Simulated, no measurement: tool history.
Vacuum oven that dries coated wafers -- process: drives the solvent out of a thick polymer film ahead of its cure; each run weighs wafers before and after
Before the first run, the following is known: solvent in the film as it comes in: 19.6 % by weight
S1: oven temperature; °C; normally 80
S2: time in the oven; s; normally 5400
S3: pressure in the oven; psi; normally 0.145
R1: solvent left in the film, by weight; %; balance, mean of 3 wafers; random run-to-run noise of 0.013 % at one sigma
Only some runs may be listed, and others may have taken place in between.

run 1 hour=0.0 | S1=80 S2=5400 S3=0.145 | R1=1.00
run 2 hour=14.4 | S1=80 S2=5400 S3=0.145 | R1=0.98
run 3 hour=26.4 | S1=80 S2=5400 S3=0.078 | R1=0.88
run 4 hour=41.5 | S1=80 S2=5400 S3=0.078 | R1=0.86
run 5 hour=53.8 | S1=80 S2=5400 S3=0.078 | R1=0.86
run 6 hour=74.2 | S1=80 S2=5400 S3=0.078 | R1=0.84
run 7 hour=88.6 | S1=80 S2=5400 S3=0.145 | R1=0.98
run 8 hour=107.6 | S1=80 S2=5400 S3=0.106 | R1=0.90
run 9 hour=123.6 | S1=80 S2=4020 S3=0.106 | R1=1.74
run 10 hour=132.3 | S1=80 S2=7440 S3=0.145 | R1=0.52
run 11 hour=143.1 | S1=80 S2=7440 S3=0.145 | R1=0.52
run 12 hour=152.8 | S1=80 S2=7440 S3=0.145 | R1=0.53
run 13 hour=173.9 | S1=80 S2=7440 S3=0.145 | R1=0.51
run 14 hour=185.5 | S1=80 S2=4380 S3=0.145 | R1=1.50
run 15 hour=206.6 | S1=80 S2=8640 S3=0.145 | R1=0.42
run 16 hour=226.2 | S1=80 S2=8640 S3=0.145 | R1=0.43
run 17 hour=240.3 | S1=80 S2=5400 S3=0.088 | R1=0.88
run 18 hour=256.4 | S1=80 S2=5400 S3=0.088 | R1=0.86
run 19 hour=270.6 | S1=80 S2=5400 S3=0.145 | R1=0.94
run 20 hour=281.9 | S1=80 S2=5400 S3=0.145 | R1=0.96
run 21 hour=300.7 | S1=72 S2=5400 S3=0.145 | R1=2.35
run 22 hour=317.6 | S1=72 S2=5400 S3=0.145 | R1=2.36
run 23 hour=333.0 | S1=72 S2=5400 S3=0.145 | R1=2.34
run 24 hour=350.1 | S1=92 S2=5400 S3=0.248 | R1=0.38
run 25 hour=365.6 | S1=92 S2=5400 S3=0.248 | R1=0.39
run 26 hour=375.8 | S1=81 S2=5400 S3=0.209 | R1=0.97
run 27 hour=391.1 | S1=81 S2=5400 S3=0.209 | R1=0.96
run 28 hour=400.3 | S1=80 S2=5280 S3=0.075 | R1=0.86
run 29 hour=415.1 | S1=74 S2=5400 S3=0.168 | R1=1.95
run 30 hour=424.6 | S1=74 S2=3300 S3=0.392 | R1=4.58
run 31 hour=441.0 | S1=72 S2=8160 S3=0.145 | R1=1.08
run 32 hour=454.5 | S1=72 S2=8160 S3=0.145 | R1=1.07
run 33 hour=469.4 | S1=72 S2=7680 S3=0.086 | R1=1.05
run 34 hour=484.3 | S1=72 S2=3720 S3=0.207 | R1=4.14
run 35 hour=499.9 | S1=72 S2=3720 S3=0.207 | R1=4.14
run 36 hour=509.1 | S1=70 S2=5400 S3=0.084 | R1=2.63
run 37 hour=522.5 | S1=80 S2=3720 S3=0.151 | R1=2.01
run 38 hour=532.5 | S1=75 S2=5400 S3=0.080 | R1=1.51
run 39 hour=545.1 | S1=71 S2=6000 S3=0.080 | R1=1.94
run 40 hour=558.6 | S1=78 S2=5400 S3=0.099 | R1=1.10
run 41 hour=574.1 | S1=80 S2=3960 S3=0.537 | R1=2.45
run 42 hour=593.6 | S1=95 S2=3360 S3=0.271 | R1=0.54
run 43 hour=612.1 | S1=69 S2=9480 S3=0.271 | R1=1.54
run 44 hour=624.4 | S1=69 S2=9480 S3=0.271 | R1=1.54
run 45 hour=636.2 | S1=69 S2=9480 S3=0.271 | R1=1.52

Alternative continuations, all from the tool just after run 45; predict every row:
run A hour=649.7 | S1=87 S2=6000 S3=0.563 | R1=?
run B hour=649.7 | S1=69 S2=5700 S3=0.271 | R1=?
run C hour=649.7 | S1=81 S2=9000 S3=0.157 | R1=?
run D hour=649.7 | S1=67 S2=9120 S3=0.175 | R1=?

run=A R1=0.96
run=B R1=3.06
run=C R1=0.38
run=D R1=1.65
Without the tool's hidden state the same runs would have given:
run=A R1=1.03
run=B R1=3.53
run=C R1=0.38
run=D R1=1.92

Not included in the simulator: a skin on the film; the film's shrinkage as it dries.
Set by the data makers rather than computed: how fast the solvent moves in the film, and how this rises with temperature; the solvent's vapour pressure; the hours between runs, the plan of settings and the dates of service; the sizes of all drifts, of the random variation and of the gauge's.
